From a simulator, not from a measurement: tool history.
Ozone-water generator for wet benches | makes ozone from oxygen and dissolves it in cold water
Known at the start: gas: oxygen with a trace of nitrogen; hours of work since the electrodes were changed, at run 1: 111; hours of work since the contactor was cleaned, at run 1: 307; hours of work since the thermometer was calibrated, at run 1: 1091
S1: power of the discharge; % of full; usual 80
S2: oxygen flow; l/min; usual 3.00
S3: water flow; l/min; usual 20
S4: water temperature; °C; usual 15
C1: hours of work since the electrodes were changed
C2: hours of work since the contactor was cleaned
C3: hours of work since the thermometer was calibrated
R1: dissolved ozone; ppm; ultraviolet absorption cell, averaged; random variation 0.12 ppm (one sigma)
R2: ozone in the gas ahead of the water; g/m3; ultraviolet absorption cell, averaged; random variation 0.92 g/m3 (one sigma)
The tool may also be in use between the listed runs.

Run 1, hour 0.0: usual settings; C1 111; C2 307; C3 1091. Result: R1 11.6 ppm, R2 153.8 g/m3.
Run 2, hour 98.8: usual settings; C1 174; C2 370; C3 1155. Result: R1 11.7 ppm, R2 153.6 g/m3.
Run 3, hour 305.7: usual settings; C1 307; C2 503; C3 1287. Result: R1 11.6 ppm, R2 152.5 g/m3.
Run 4, hour 434.7: usual settings but S2 2.62 l/min; C1 389; C2 585; C3 1370. Result: R1 11.1 ppm, R2 163.4 g/m3.
Run 5, hour 548.1: usual settings but S2 2.62 l/min; C1 462; C2 658; C3 1442. Result: R1 10.9 ppm, R2 162.1 g/m3.
Run 6, hour 692.8: usual settings but S2 2.62 l/min; C1 555; C2 751; C3 1535. Result: R1 11.1 ppm, R2 160.3 g/m3.
Run 7, hour 815.7: usual settings but S2 2.62 l/min; C1 633; C2 829; C3 1614. Result: R1 11.1 ppm, R2 159.6 g/m3.
Run 8, hour 1003.8: usual settings but S1 91 % of full, S2 2.62 l/min; C1 754; C2 950; C3 1734. Result: R1 11.7 ppm, R2 175.3 g/m3.
Run 9, hour 1126.9: usual settings but S1 91 % of full, S2 2.62 l/min; C1 833; C2 1029; C3 1813. Result: R1 11.9 ppm, R2 177.1 g/m3.
Run 10, hour 1344.7: usual settings but S1 91 % of full, S2 2.62 l/min; C1 972; C2 1168; C3 1952. Result: R1 11.9 ppm, R2 173.6 g/m3.
Run 11, hour 1483.9: usual settings but S1 91 % of full, S2 2.62 l/min; C1 1061; C2 1257; C3 2042. Result: R1 11.8 ppm, R2 174.3 g/m3.
Run 12, hour 1653.3: usual settings; C1 1170; C2 1366; C3 2150. Result: R1 11.2 ppm, R2 149.8 g/m3.
Run 13, hour 1825.2: usual settings; C1 1280; C2 1476; C3 2260. Result: R1 11.2 ppm, R2 150.1 g/m3.
Run 14, hour 1966.1: usual settings but S2 2.08 l/min; C1 1370; C2 1566; C3 2350. Result: R1 9.7 ppm, R2 171.1 g/m3.
Run 15, hour 2184.6: usual settings but S1 78 % of full, S4 21 °C; C1 1510; C2 1706; C3 2490. Result: R1 10.2 ppm, R2 145.7 g/m3.
Run 16, hour 2310.6: usual settings but S1 55 % of full, S4 21 °C; C1 1590; C2 1787; C3 2571. Result: R1 8.0 ppm, R2 113.3 g/m3.
Run 17, hour 2460.7: usual settings but S1 88 % of full, S4 21 °C; C1 1687; C2 1883; C3 2667. Result: R1 11.2 ppm, R2 159.1 g/m3.
Run 18, hour 2687.2: usual settings but S1 88 % of full, S4 21 °C; C1 1832; C2 2028; C3 2812. Result: R1 10.8 ppm, R2 157.8 g/m3.
Run 19, hour 2840.9: usual settings but S2 2.96 l/min, S3 16 l/min, S4 12 °C; C1 1930; C2 2126; C3 2910. Result: R1 13.8 ppm, R2 146.3 g/m3.
Run 20, hour 3063.7: usual settings but S2 2.96 l/min, S3 16 l/min, S4 12 °C; C1 2073; C2 2269; C3 3053. Result: R1 13.6 ppm, R2 148.0 g/m3.
Run 21, hour 3208.3: usual settings but S4 16 °C; C1 2165; C2 2361; C3 3146. Result: R1 10.4 ppm, R2 145.3 g/m3.
Run 22, hour 3359.3: usual settings but S1 82 % of full, S3 23 l/min, S4 16 °C; C1 2262; C2 2458; C3 3242. Result: R1 9.3 ppm, R2 148.2 g/m3.
Run 23, hour 3468.9: usual settings but S2 2.61 l/min; C1 2332; C2 2528; C3 3313. Result: R1 10.2 ppm, R2 152.3 g/m3.
At hour 3482.3: water thermometer calibrated.
Run 24, hour 3651.4: usual settings but S2 2.61 l/min; C1 2449; C2 2645; C3 108. Result: R1 10.2 ppm, R2 152.9 g/m3.
Run 25, hour 3756.4: usual settings but S3 14 l/min; C1 2516; C2 2712; C3 176. Result: R1 14.8 ppm, R2 143.0 g/m3.

4 ways to go on from here, each from the tool as it stands after run 25. What would each give?
Run A, hour 3902.7: usual settings but S3 30 l/min; C1 2610; C2 2806; C3 269. Result: R1 ?, R2 ?.
Run B, hour 3902.7: usual settings but S3 13 l/min; C1 2610; C2 2806; C3 269. Result: R1 ?, R2 ?.
Run C, hour 3902.7: usual settings but S3 26 l/min, S4 19 °C; C1 2610; C2 2806; C3 269. Result: R1 ?, R2 ?.
Run D, hour 3902.7: usual settings but S2 1.66 l/min, S3 28 l/min; C1 2610; C2 2806; C3 269. Result: R1 ?, R2 ?.

run    R1     R2
  A   6.7  144.0
  B  15.6  143.9
  C   7.6  142.4
  D   5.5  179.5
Without the tool's hidden state the same runs would have given:
run    R1     R2
  A   7.5  155.2
  B  17.3  155.1
  C   8.5  153.4
  D   6.2  193.4
